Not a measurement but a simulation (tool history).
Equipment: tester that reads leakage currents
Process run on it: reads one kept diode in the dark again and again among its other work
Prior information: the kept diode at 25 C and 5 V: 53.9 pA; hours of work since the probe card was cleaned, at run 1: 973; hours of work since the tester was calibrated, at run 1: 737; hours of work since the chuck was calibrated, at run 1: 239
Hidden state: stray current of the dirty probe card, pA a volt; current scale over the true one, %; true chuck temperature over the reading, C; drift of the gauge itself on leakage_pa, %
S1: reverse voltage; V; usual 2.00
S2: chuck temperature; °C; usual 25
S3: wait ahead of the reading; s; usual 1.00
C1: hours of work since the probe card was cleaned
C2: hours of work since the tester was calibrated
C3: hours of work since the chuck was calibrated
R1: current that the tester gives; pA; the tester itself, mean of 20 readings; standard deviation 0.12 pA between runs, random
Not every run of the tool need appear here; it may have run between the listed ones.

Run 1, hour 0.0: usual settings; C1 973; C2 737; C3 239. Result: R1 38.22 pA.
Run 2, hour 16.6: usual settings but S3 7.13 s; C1 986; C2 750; C3 252. Result: R1 38.10 pA.
Run 3, hour 37.0: usual settings but S3 7.13 s; C1 1002; C2 766; C3 268. Result: R1 38.47 pA.
Run 4, hour 53.6: usual settings but S2 57 °C; C1 1015; C2 779; C3 281. Result: R1 371.89 pA.
Run 5, hour 81.4: usual settings but S2 57 °C; C1 1037; C2 801; C3 303. Result: R1 376.06 pA.
Run 6, hour 107.6: usual settings but S1 2.07 V; C1 1058; C2 821; C3 324. Result: R1 39.46 pA.
Run 7, hour 122.5: usual settings but S1 2.07 V; C1 1069; C2 833; C3 336. Result: R1 39.64 pA.
Run 8, hour 139.1: usual settings but S1 2.07 V, S3 1.29 s; C1 1082; C2 846; C3 349. Result: R1 39.84 pA.
Run 9, hour 158.8: usual settings but S1 2.07 V, S3 1.29 s; C1 1098; C2 861; C3 364. Result: R1 39.92 pA.
Run 10, hour 173.7: usual settings but S1 2.07 V, S3 1.29 s; C1 1110; C2 873; C3 376. Result: R1 40.23 pA.
Run 11, hour 203.4: usual settings but S1 2.07 V, S3 1.29 s; C1 1133; C2 897; C3 399. Result: R1 40.38 pA.
Run 12, hour 227.4: usual settings but S1 2.07 V, S3 1.29 s; C1 1152; C2 915; C3 418. Result: R1 40.46 pA.
Run 13, hour 258.5: usual settings but S1 2.07 V, S3 1.29 s; C1 1176; C2 940; C3 442. Result: R1 40.64 pA.
Run 14, hour 279.9: usual settings; C1 1193; C2 957; C3 459. Result: R1 40.09 pA.
Run 15, hour 310.9: usual settings; C1 1217; C2 981; C3 484. Result: R1 40.43 pA.
Run 16, hour 329.8: usual settings; C1 1232; C2 996; C3 499. Result: R1 40.56 pA.
Run 17, hour 360.9: usual settings but S2 36 °C; C1 1257; C2 1020; C3 523. Result: R1 93.38 pA.
Run 18, hour 385.5: usual settings but S2 36 °C; C1 1276; C2 1040; C3 542. Result: R1 93.65 pA.
Run 19, hour 414.4: usual settings; C1 1299; C2 1062; C3 565. Result: R1 41.48 pA.
Run 20, hour 439.7: usual settings; C1 1319; C2 1082; C3 585. Result: R1 41.53 pA.
Run 21, hour 461.6: usual settings but S1 1.31 V, S2 22 °C, S3 7.72 s; C1 1336; C2 1100; C3 602. Result: R1 26.53 pA.
Run 22, hour 486.1: usual settings but S1 1.77 V, S2 40 °C, S3 9.75 s; C1 1355; C2 1119; C3 621. Result: R1 118.87 pA.
Run 23, hour 515.7: usual settings but S1 7.80 V, S2 40 °C, S3 2.72 s; C1 1379; C2 1142; C3 645. Result: R1 249.30 pA.
Run 24, hour 532.1: usual settings but S1 1.14 V, S2 40 °C, S3 4.86 s; C1 1391; C2 1155; C3 658. Result: R1 96.51 pA.
Run 25, hour 555.9: usual settings but S1 2.82 V, S2 35 °C, S3 7.90 s; C1 1410; C2 1174; C3 676. Result: R1 105.70 pA.
At hour 578.4: chuck's temperature calibrated.
Run 26, hour 579.9: usual settings but S1 2.82 V, S2 57 °C, S3 0.38 s; C1 1427; C2 1191; C3 1. Result: R1 410.56 pA.
Run 27, hour 603.9: usual settings but S1 3.75 V, S2 20 °C, S3 4.10 s; C1 1446; C2 1210; C3 20. Result: R1 33.47 pA.
Run 28, hour 629.1: usual settings but S1 1.76 V, S2 26 °C; C1 1466; C2 1230; C3 40. Result: R1 36.40 pA.
Run 29, hour 652.1: usual settings but S1 14.88 V, S2 26 °C, S3 0.65 s; C1 1484; C2 1248; C3 58. Result: R1 112.76 pA.
Run 30, hour 676.0: usual settings but S1 14.88 V, S2 32 °C, S3 2.68 s; C1 1503; C2 1267; C3 77. Result: R1 171.07 pA.
Run 31, hour 701.9: usual settings but S1 14.88 V, S2 32 °C, S3 2.68 s; C1 1523; C2 1287; C3 97. Result: R1 171.06 pA.
Run 32, hour 731.2: usual settings but S1 4.53 V, S2 32 °C, S3 2.68 s; C1 1546; C2 1310; C3 120. Result: R1 93.72 pA.
Run 33, hour 762.0: usual settings but S1 4.53 V, S2 32 °C, S3 2.68 s; C1 1571; C2 1334; C3 144. Result: R1 94.42 pA.
Run 34, hour 783.1: usual settings but S1 4.53 V, S2 32 °C, S3 2.68 s; C1 1587; C2 1351; C3 161. Result: R1 94.98 pA.
Run 35, hour 814.1: usual settings but S1 19.37 V, S2 53 °C, S3 6.24 s; C1 1612; C2 1375; C3 185. Result: R1 853.59 pA.
Run 36, hour 838.7: usual settings but S1 19.37 V, S2 53 °C, S3 6.24 s; C1 1631; C2 1394; C3 205. Result: R1 855.64 pA.
Run 37, hour 858.9: usual settings but S1 19.37 V, S2 53 °C, S3 6.24 s; C1 1647; C2 1410; C3 221. Result: R1 857.05 pA.
Run 38, hour 884.7: usual settings but S1 13.10 V, S2 23 °C, S3 1.33 s; C1 1667; C2 1431; C3 241. Result: R1 87.31 pA.
Run 39, hour 910.7: usual settings but S1 1.27 V, S2 52 °C; C1 1688; C2 1451; C3 261. Result: R1 212.50 pA.

Below, each run's measurement less what the same run would have read without the hidden state. Both values contain the same run-to-run variation, but the gauge's scatter may not be the same in both:
run      R1
  1   +3.33
  2   +3.46
  3   +3.62
  4  +24.72
  5  +26.37
  6   +4.19
  7   +4.34
  8   +4.48
  9   +4.62
 10   +4.74
 11   +4.96
 12   +5.13
 13   +5.37
 14   +5.46
 15   +5.69
 16   +5.83
 17  +12.09
 18  +12.48
 19   +6.53
 20   +6.70
 21   +4.50
 22  +16.95
 23  +38.27
 24  +14.25
 25  +17.14
 26   -0.27
 27   +2.02
 28   +1.14
 29   +9.02
 30  +10.33
 31  +11.14
 32   +4.63
 33   +5.19
 34   +5.60
 35  +38.34
 36  +41.67
 37  +44.62
 38  +12.08
 39  +10.64
